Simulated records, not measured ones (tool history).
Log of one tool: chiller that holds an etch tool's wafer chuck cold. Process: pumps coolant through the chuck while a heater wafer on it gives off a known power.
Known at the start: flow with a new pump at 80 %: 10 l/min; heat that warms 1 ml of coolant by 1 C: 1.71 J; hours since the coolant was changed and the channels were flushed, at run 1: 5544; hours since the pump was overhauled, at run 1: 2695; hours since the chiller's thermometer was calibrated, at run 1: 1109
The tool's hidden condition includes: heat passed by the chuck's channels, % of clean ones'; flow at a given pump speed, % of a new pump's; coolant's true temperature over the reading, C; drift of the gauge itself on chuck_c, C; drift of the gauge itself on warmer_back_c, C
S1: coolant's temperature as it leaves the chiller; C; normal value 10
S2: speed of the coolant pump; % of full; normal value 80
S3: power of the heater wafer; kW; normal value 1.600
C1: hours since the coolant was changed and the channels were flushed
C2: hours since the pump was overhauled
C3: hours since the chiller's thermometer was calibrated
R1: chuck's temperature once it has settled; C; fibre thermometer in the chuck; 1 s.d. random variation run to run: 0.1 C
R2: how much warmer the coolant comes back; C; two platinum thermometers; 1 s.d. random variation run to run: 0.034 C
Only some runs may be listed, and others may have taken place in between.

{"run": 1, "hour": 0.0, "S1": 10, "S2": 80, "S3": 1.6, "C1": 5544, "C2": 2695, "C3": 1109, "R1": 34.3, "R2": 5.78}
{"run": 2, "hour": 49.3, "S1": 10, "S2": 80, "S3": 1.6, "C1": 5593, "C2": 2744, "C3": 1158, "R1": 34.6, "R2": 5.84}
{"run": 3, "hour": 116.6, "S1": 10, "S2": 80, "S3": 1.6, "C1": 5660, "C2": 2812, "C3": 1225, "R1": 34.7, "R2": 5.85}
{"run": 4, "hour": 159.4, "S1": 9, "S2": 80, "S3": 1.6, "C1": 5703, "C2": 2854, "C3": 1268, "R1": 33.5, "R2": 5.84}
{"run": 5, "hour": 218.4, "S1": 9, "S2": 80, "S3": 1.6, "C1": 5762, "C2": 2913, "C3": 1327, "R1": 33.8, "R2": 5.78}
{"run": 6, "hour": 256.6, "S1": 9, "S2": 80, "S3": 1.6, "C1": 5800, "C2": 2951, "C3": 1365, "R1": 33.5, "R2": 5.87}
{"run": 7, "hour": 308.8, "S1": 10, "S2": 72, "S3": 1.6, "C1": 5852, "C2": 3004, "C3": 1418, "R1": 37.3, "R2": 6.52}
{"run": 8, "hour": 367.8, "S1": 10, "S2": 80, "S3": 1.093, "C1": 5911, "C2": 3063, "C3": 1477, "R1": 27.1, "R2": 3.99}
{"run": 9, "hour": 401.0, "S1": 10, "S2": 80, "S3": 1.093, "C1": 5945, "C2": 3096, "C3": 1510, "R1": 27.1, "R2": 4.03}
{"run": 10, "hour": 464.2, "S1": 10, "S2": 80, "S3": 1.093, "C1": 6008, "C2": 3159, "C3": 1573, "R1": 27.2, "R2": 3.9}
{"run": 11, "hour": 499.1, "S1": 10, "S2": 80, "S3": 1.093, "C1": 6043, "C2": 3194, "C3": 1608, "R1": 27.3, "R2": 3.99}
{"run": 12, "hour": 555.4, "S1": 10, "S2": 80, "S3": 1.093, "C1": 6099, "C2": 3250, "C3": 1664, "R1": 27.1, "R2": 3.98}
{"run": 13, "hour": 624.5, "S1": 10, "S2": 80, "S3": 1.093, "C1": 6168, "C2": 3319, "C3": 1733, "R1": 27.4, "R2": 4.02}
{"hour": 690.9, "done": "coolant changed, channels flushed"}
{"run": 14, "hour": 705.3, "S1": 10, "S2": 80, "S3": 1.093, "C1": 14, "C2": 3394, "C3": 1808, "R1": 24.0, "R2": 4.01}
{"run": 15, "hour": 769.4, "S1": 10, "S2": 80, "S3": 1.6, "C1": 79, "C2": 3458, "C3": 1872, "R1": 30.8, "R2": 5.82}
{"run": 16, "hour": 825.6, "S1": 10, "S2": 80, "S3": 1.6, "C1": 135, "C2": 3515, "C3": 1928, "R1": 30.7, "R2": 5.89}
{"run": 17, "hour": 890.8, "S1": 14, "S2": 86, "S3": 1.241, "C1": 200, "C2": 3580, "C3": 1994, "R1": 29.3, "R2": 4.14}
{"run": 18, "hour": 966.9, "S1": 14, "S2": 79, "S3": 1.563, "C1": 276, "C2": 3656, "C3": 2070, "R1": 34.8, "R2": 5.83}
{"run": 19, "hour": 1035.0, "S1": 14, "S2": 79, "S3": 2.362, "C1": 344, "C2": 3724, "C3": 2138, "R1": 45.0, "R2": 8.83}
{"run": 20, "hour": 1078.1, "S1": 17, "S2": 69, "S3": 2.362, "C1": 387, "C2": 3767, "C3": 2181, "R1": 52.0, "R2": 10.11}
{"run": 21, "hour": 1123.7, "S1": 17, "S2": 69, "S3": 2.362, "C1": 433, "C2": 3813, "C3": 2227, "R1": 52.1, "R2": 10.22}
{"run": 22, "hour": 1194.7, "S1": 17, "S2": 69, "S3": 2.362, "C1": 504, "C2": 3884, "C3": 2297, "R1": 52.2, "R2": 10.14}
{"run": 23, "hour": 1254.2, "S1": 15, "S2": 63, "S3": 1.6, "C1": 563, "C2": 3943, "C3": 2357, "R1": 41.1, "R2": 7.58}

Predict the results of run 24:
{"run": 24, "hour": 1330.0, "S1": 1, "S2": 97, "S3": 1.294, "C1": 639, "C2": 4019, "C3": 2433, "R1": "?", "R2": "?"}

R1: 15.7 C
R2: 3.91 C
The same run, on a tool lacking any hidden state, would have yielded R1 14.4 C, R2 3.73 C.
